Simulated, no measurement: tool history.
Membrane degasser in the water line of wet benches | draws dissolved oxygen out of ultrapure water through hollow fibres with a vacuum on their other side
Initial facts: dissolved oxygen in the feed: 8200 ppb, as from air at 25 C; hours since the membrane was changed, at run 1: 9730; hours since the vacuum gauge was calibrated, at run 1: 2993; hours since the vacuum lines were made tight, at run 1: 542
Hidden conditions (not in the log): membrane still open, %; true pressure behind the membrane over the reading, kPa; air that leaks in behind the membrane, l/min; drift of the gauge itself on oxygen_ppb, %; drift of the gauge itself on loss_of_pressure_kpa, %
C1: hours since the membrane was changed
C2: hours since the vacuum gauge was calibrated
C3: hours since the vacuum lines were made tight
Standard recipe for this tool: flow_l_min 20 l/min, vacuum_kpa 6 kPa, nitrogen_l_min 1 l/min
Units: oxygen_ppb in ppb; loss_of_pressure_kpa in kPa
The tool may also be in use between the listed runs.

run 1 day=0 | flow_l_min=20 vacuum_kpa=6 nitrogen_l_min=1 | C1=9730 C2=2993 C3=542 | oxygen_ppb=151.1 loss_of_pressure_kpa=74.38
run 2 day=6.5 | flow_l_min=20 vacuum_kpa=6 nitrogen_l_min=1 | C1=9886 C2=3149 C3=698 | oxygen_ppb=153.7 loss_of_pressure_kpa=74.8
run 3 day=12.242 | flow_l_min=28 vacuum_kpa=6 nitrogen_l_min=1 | C1=10024 C2=3286 C3=836 | oxygen_ppb=272.5 loss_of_pressure_kpa=104.06
run 4 day=19.788 | flow_l_min=28 vacuum_kpa=6 nitrogen_l_min=1 | C1=10205 C2=3468 C3=1017 | oxygen_ppb=270.1 loss_of_pressure_kpa=103.94
run 5 day=28.108 | flow_l_min=20 vacuum_kpa=10.16 nitrogen_l_min=1 | C1=10405 C2=3667 C3=1216 | oxygen_ppb=334.1 loss_of_pressure_kpa=75.08
run 6 day=36.021 | flow_l_min=20 vacuum_kpa=6 nitrogen_l_min=1.72 | C1=10595 C2=3857 C3=1406 | oxygen_ppb=101.7 loss_of_pressure_kpa=74.77
run 7 day=42.996 | flow_l_min=20 vacuum_kpa=6 nitrogen_l_min=1.72 | C1=10762 C2=4025 C3=1574 | oxygen_ppb=103.9 loss_of_pressure_kpa=74.71
run 8 day=52.088 | flow_l_min=20 vacuum_kpa=6 nitrogen_l_min=1 | C1=10981 C2=4243 C3=1792 | oxygen_ppb=154.6 loss_of_pressure_kpa=75.67
run 9 day=58.588 | flow_l_min=20 vacuum_kpa=6 nitrogen_l_min=1 | C1=11137 C2=4399 C3=1948 | oxygen_ppb=157.7 loss_of_pressure_kpa=75.84
run 10 day=67.154 | flow_l_min=20 vacuum_kpa=6 nitrogen_l_min=1 | C1=11342 C2=4604 C3=2153 | oxygen_ppb=157.8 loss_of_pressure_kpa=75.36
run 11 day=74.925 | flow_l_min=20 vacuum_kpa=6 nitrogen_l_min=1 | C1=11529 C2=4791 C3=2340 | oxygen_ppb=154.9 loss_of_pressure_kpa=75.55
run 12 day=82.783 | flow_l_min=29 vacuum_kpa=5.24 nitrogen_l_min=1 | C1=11717 C2=4979 C3=2529 | oxygen_ppb=256.1 loss_of_pressure_kpa=109.7
run 13 day=90.771 | flow_l_min=29 vacuum_kpa=5.24 nitrogen_l_min=1 | C1=11909 C2=5171 C3=2720 | oxygen_ppb=258.9 loss_of_pressure_kpa=109.94
run 14 day=95.608 | flow_l_min=22 vacuum_kpa=6 nitrogen_l_min=1 | C1=12025 C2=5287 C3=2836 | oxygen_ppb=186.3 loss_of_pressure_kpa=83.62
run 15 day=103.979 | flow_l_min=17 vacuum_kpa=3.61 nitrogen_l_min=2.44 | C1=12226 C2=5488 C3=3037 | oxygen_ppb=21.8 loss_of_pressure_kpa=64.72
-- day=104.579 vacuum gauge calibrated
run 16 day=111.517 | flow_l_min=17 vacuum_kpa=3.61 nitrogen_l_min=2.44 | C1=12406 C2=167 C3=3218 | oxygen_ppb=23.5 loss_of_pressure_kpa=64.73
run 17 day=118.608 | flow_l_min=17 vacuum_kpa=3.61 nitrogen_l_min=2.44 | C1=12577 C2=337 C3=3388 | oxygen_ppb=24.4 loss_of_pressure_kpa=65.14
run 18 day=128.704 | flow_l_min=27 vacuum_kpa=5.65 nitrogen_l_min=1 | C1=12819 C2=579 C3=3630 | oxygen_ppb=252.8 loss_of_pressure_kpa=102.85
-- day=134.425 vacuum gauge calibrated, once more
run 19 day=138.575 | flow_l_min=27 vacuum_kpa=5.65 nitrogen_l_min=1 | C1=13055 C2=100 C3=3867 | oxygen_ppb=239.7 loss_of_pressure_kpa=103.27
-- day=142.988 membrane cartridge changed
run 20 day=142.988 | flow_l_min=27 vacuum_kpa=5.65 nitrogen_l_min=1 | C1=0 C2=201 C3=3968 | oxygen_ppb=197.4 loss_of_pressure_kpa=91.64
run 21 day=148.321 | flow_l_min=21 vacuum_kpa=9.2 nitrogen_l_min=1 | C1=128 C2=330 C3=4096 | oxygen_ppb=292.5 loss_of_pressure_kpa=71.81

Some steps in oxygen_ppb, run to run, broken into two amounts with sign: the step expected even without the hidden condition (settings, incoming material, random variation), and the rest, left for the hidden condition together with whatever gauge scatter is not in both the measured and the hidden-condition-free result:
Run 5 -> 6: vacuum_kpa 10.16 -> 6, nitrogen_l_min 1 -> 1.72. oxygen_ppb -232.4 ppb: hidden state -3, all else -229.4.
Run 17 -> 18: flow_l_min 17 -> 27, vacuum_kpa 3.61 -> 5.65, nitrogen_l_min 2.44 -> 1. oxygen_ppb +228.4 ppb: hidden state +47.9, all else +180.5.
Run 19 -> 20: membrane cartridge changed. oxygen_ppb -42.3 ppb: hidden state -40.8, all else -1.5.
